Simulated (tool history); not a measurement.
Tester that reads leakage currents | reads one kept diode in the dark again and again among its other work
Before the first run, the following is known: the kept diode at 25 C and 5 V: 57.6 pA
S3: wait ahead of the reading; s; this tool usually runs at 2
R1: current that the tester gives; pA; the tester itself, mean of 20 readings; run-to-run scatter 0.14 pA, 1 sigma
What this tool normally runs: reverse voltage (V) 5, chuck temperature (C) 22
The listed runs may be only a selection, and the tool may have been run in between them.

run 1 hour=0 | reverse_voltage_(V)=5 chuck_temperature_(C)=22 S3=2 | R1=43.37
-- hour=134.6 probe card cleaned and baked
run 2 hour=168.7 | reverse_voltage_(V)=5 chuck_temperature_(C)=22 S3=2 | R1=37.55
-- hour=214.7 chuck's temperature calibrated
run 3 hour=307.6 | reverse_voltage_(V)=5 chuck_temperature_(C)=22 S3=2 | R1=33.25
run 4 hour=422.9 | reverse_voltage_(V)=5 chuck_temperature_(C)=39 S3=2 | R1=144.42
run 5 hour=553.2 | reverse_voltage_(V)=5 chuck_temperature_(C)=22 S3=2 | R1=33.38
run 6 hour=719.8 | reverse_voltage_(V)=5 chuck_temperature_(C)=22 S3=2 | R1=33.51
run 7 hour=907.6 | reverse_voltage_(V)=5 chuck_temperature_(C)=22 S3=2 | R1=33.49
run 8 hour=1097.2 | reverse_voltage_(V)=5 chuck_temperature_(C)=22 S3=2 | R1=33.73
-- hour=1184.4 chuck's temperature calibrated, once more
run 9 hour=1187.5 | reverse_voltage_(V)=5 chuck_temperature_(C)=22 S3=2.48 | R1=47.05
run 10 hour=1396.8 | reverse_voltage_(V)=5 chuck_temperature_(C)=22 S3=2.48 | R1=46.85
run 11 hour=1593.1 | reverse_voltage_(V)=5 chuck_temperature_(C)=22 S3=2.48 | R1=46.48
-- hour=1745.3 tester calibrated
run 12 hour=1752.4 | reverse_voltage_(V)=5 chuck_temperature_(C)=22 S3=2.48 | R1=47.14
run 13 hour=1952.8 | reverse_voltage_(V)=5 chuck_temperature_(C)=22 S3=1.54 | R1=47.78
-- hour=2033.9 probe card cleaned and baked
run 14 hour=2170.6 | reverse_voltage_(V)=5 chuck_temperature_(C)=22 S3=1.54 | R1=40.97
run 15 hour=2342.6 | reverse_voltage_(V)=5 chuck_temperature_(C)=55 S3=1.06 | R1=605.09
run 16 hour=2451 | reverse_voltage_(V)=5 chuck_temperature_(C)=55 S3=1.06 | R1=594.36
run 17 hour=2539.1 | reverse_voltage_(V)=5 chuck_temperature_(C)=53 S3=1.78 | R1=510.11
run 18 hour=2674.6 | reverse_voltage_(V)=5.04 chuck_temperature_(C)=32 S3=7.62 | R1=94.72
run 19 hour=2827.4 | reverse_voltage_(V)=2.65 chuck_temperature_(C)=21 S3=2 | R1=27.58

Each row is a separate what-if for the run after 19, all from the same tool condition, not one after another. Results?
run A hour=2930.7 | reverse_voltage_(V)=17.65 chuck_temperature_(C)=20 S3=7.94 | R1=?
run B hour=2930.7 | reverse_voltage_(V)=2.65 chuck_temperature_(C)=20 S3=2 | R1=?
run C hour=2930.7 | reverse_voltage_(V)=6.93 chuck_temperature_(C)=31 S3=0.72 | R1=?
run D hour=2930.7 | reverse_voltage_(V)=8.78 chuck_temperature_(C)=44 S3=2 | R1=?

run=A R1=64.17
run=B R1=25.13
run=C R1=101.13
run=D R1=318.58
Without the tool's unlogged condition, the same runs would have read:
run=A R1=63.75
run=B R1=28.14
run=C R1=114.41
run=D R1=366.03

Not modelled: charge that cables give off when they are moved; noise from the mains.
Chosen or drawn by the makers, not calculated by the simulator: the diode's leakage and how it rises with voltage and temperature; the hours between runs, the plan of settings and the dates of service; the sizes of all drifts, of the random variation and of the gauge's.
